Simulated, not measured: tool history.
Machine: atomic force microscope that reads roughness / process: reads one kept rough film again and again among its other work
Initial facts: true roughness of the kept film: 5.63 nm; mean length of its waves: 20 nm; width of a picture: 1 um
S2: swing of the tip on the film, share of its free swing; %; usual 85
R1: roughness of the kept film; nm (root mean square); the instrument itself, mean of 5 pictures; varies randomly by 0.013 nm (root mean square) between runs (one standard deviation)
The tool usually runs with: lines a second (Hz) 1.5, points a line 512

{"run": 1, "day": 0.0, "lines a second (Hz)": 1.5, "S2": 85, "points a line": 512, "R1": 2.954}
{"run": 2, "day": 0.571, "lines a second (Hz)": 1.5, "S2": 85, "points a line": 512, "R1": 2.71}
{"run": 3, "day": 1.433, "lines a second (Hz)": 1.5, "S2": 85, "points a line": 512, "R1": 2.367}
{"run": 4, "day": 2.425, "lines a second (Hz)": 1.5, "S2": 85, "points a line": 512, "R1": 2.062}
{"run": 5, "day": 2.962, "lines a second (Hz)": 1.5, "S2": 85, "points a line": 512, "R1": 1.955}
{"run": 6, "day": 3.629, "lines a second (Hz)": 1.5, "S2": 85, "points a line": 512, "R1": 1.833}
{"run": 7, "day": 4.658, "lines a second (Hz)": 1.5, "S2": 85, "points a line": 512, "R1": 1.655}
{"run": 8, "day": 5.712, "lines a second (Hz)": 1.5, "S2": 85, "points a line": 512, "R1": 1.502}
{"run": 9, "day": 6.525, "lines a second (Hz)": 2.5, "S2": 85, "points a line": 512, "R1": 1.294}
{"run": 10, "day": 7.162, "lines a second (Hz)": 2.5, "S2": 85, "points a line": 512, "R1": 1.221}
{"day": 7.996, "done": "new tip fitted"}
{"run": 11, "day": 8.108, "lines a second (Hz)": 2.5, "S2": 85, "points a line": 512, "R1": 2.705}
{"run": 12, "day": 9.05, "lines a second (Hz)": 2.5, "S2": 85, "points a line": 512, "R1": 2.321}
{"run": 13, "day": 9.842, "lines a second (Hz)": 1.5, "S2": 85, "points a line": 512, "R1": 2.312}
{"run": 14, "day": 10.754, "lines a second (Hz)": 0.88, "S2": 85, "points a line": 512, "R1": 2.161}
{"run": 15, "day": 11.796, "lines a second (Hz)": 0.88, "S2": 85, "points a line": 512, "R1": 1.935}
{"run": 16, "day": 12.854, "lines a second (Hz)": 0.88, "S2": 85, "points a line": 512, "R1": 1.747}
{"run": 17, "day": 13.742, "lines a second (Hz)": 0.88, "S2": 85, "points a line": 512, "R1": 1.605}
{"run": 18, "day": 14.392, "lines a second (Hz)": 1.5, "S2": 63, "points a line": 512, "R1": 1.605}
{"run": 19, "day": 15.0, "lines a second (Hz)": 1.5, "S2": 63, "points a line": 512, "R1": 1.522}
{"day": 15.962, "done": "new tip fitted"}
{"run": 20, "day": 16.021, "lines a second (Hz)": 1.5, "S2": 63, "points a line": 512, "R1": 3.353}
{"run": 21, "day": 16.454, "lines a second (Hz)": 1.5, "S2": 63, "points a line": 512, "R1": 3.142}
{"run": 22, "day": 16.908, "lines a second (Hz)": 1.5, "S2": 67, "points a line": 512, "R1": 2.913}
{"run": 23, "day": 17.367, "lines a second (Hz)": 1.03, "S2": 85, "points a line": 889, "R1": 2.603}
{"run": 24, "day": 18.175, "lines a second (Hz)": 0.74, "S2": 59, "points a line": 634, "R1": 2.561}
{"run": 25, "day": 19.246, "lines a second (Hz)": 1.88, "S2": 85, "points a line": 507, "R1": 1.9}
{"run": 26, "day": 19.992, "lines a second (Hz)": 2.03, "S2": 74, "points a line": 343, "R1": 1.867}
{"run": 27, "day": 21.012, "lines a second (Hz)": 0.77, "S2": 81, "points a line": 335, "R1": 1.781}
{"run": 28, "day": 21.521, "lines a second (Hz)": 0.77, "S2": 81, "points a line": 335, "R1": 1.717}
{"run": 29, "day": 22.483, "lines a second (Hz)": 1.5, "S2": 57, "points a line": 512, "R1": 1.649}
{"run": 30, "day": 23.438, "lines a second (Hz)": 1.5, "S2": 57, "points a line": 512, "R1": 1.533}
{"day": 23.912, "done": "new tip fitted"}
{"run": 31, "day": 24.271, "lines a second (Hz)": 2.49, "S2": 63, "points a line": 427, "R1": 2.999}
{"run": 32, "day": 25.079, "lines a second (Hz)": 2.49, "S2": 63, "points a line": 427, "R1": 2.647}
{"run": 33, "day": 25.892, "lines a second (Hz)": 0.61, "S2": 82, "points a line": 855, "R1": 2.458}
{"run": 34, "day": 26.592, "lines a second (Hz)": 1.38, "S2": 56, "points a line": 351, "R1": 2.288}
{"run": 35, "day": 27.138, "lines a second (Hz)": 1.5, "S2": 73, "points a line": 545, "R1": 2.054}
{"run": 36, "day": 28.096, "lines a second (Hz)": 1.33, "S2": 85, "points a line": 306, "R1": 1.731}
{"run": 37, "day": 28.646, "lines a second (Hz)": 1.33, "S2": 85, "points a line": 306, "R1": 1.63}
{"run": 38, "day": 29.392, "lines a second (Hz)": 1.33, "S2": 85, "points a line": 306, "R1": 1.536}
{"run": 39, "day": 30.112, "lines a second (Hz)": 1.33, "S2": 85, "points a line": 306, "R1": 1.424}
{"run": 40, "day": 30.688, "lines a second (Hz)": 2.95, "S2": 88, "points a line": 742, "R1": 1.132}
{"run": 41, "day": 31.146, "lines a second (Hz)": 2.95, "S2": 88, "points a line": 716, "R1": 1.099}
{"run": 42, "day": 31.825, "lines a second (Hz)": 1.73, "S2": 69, "points a line": 330, "R1": 1.336}
{"day": 31.938, "done": "new tip fitted"}
{"run": 43, "day": 32.771, "lines a second (Hz)": 1.18, "S2": 85, "points a line": 844, "R1": 2.777}

Predict each of these 4 candidate next runs independently; none follows another, all start after run 43:
{"run": "A", "day": 33.492, "lines a second (Hz)": 1.44, "S2": 88, "points a line": 741, "R1": "?"}
{"run": "B", "day": 33.492, "lines a second (Hz)": 0.84, "S2": 56, "points a line": 496, "R1": "?"}
{"run": "C", "day": 33.492, "lines a second (Hz)": 3.12, "S2": 77, "points a line": 863, "R1": "?"}
{"run": "D", "day": 33.492, "lines a second (Hz)": 1.35, "S2": 65, "points a line": 512, "R1": "?"}

run=A R1=2.351
run=B R1=2.735
run=C R1=2.26
run=D R1=2.652
Had the tool no hidden state, the same runs would have come out as:
run=A R1=3.011
run=B R1=3.504
run=C R1=2.894
run=D R1=3.399
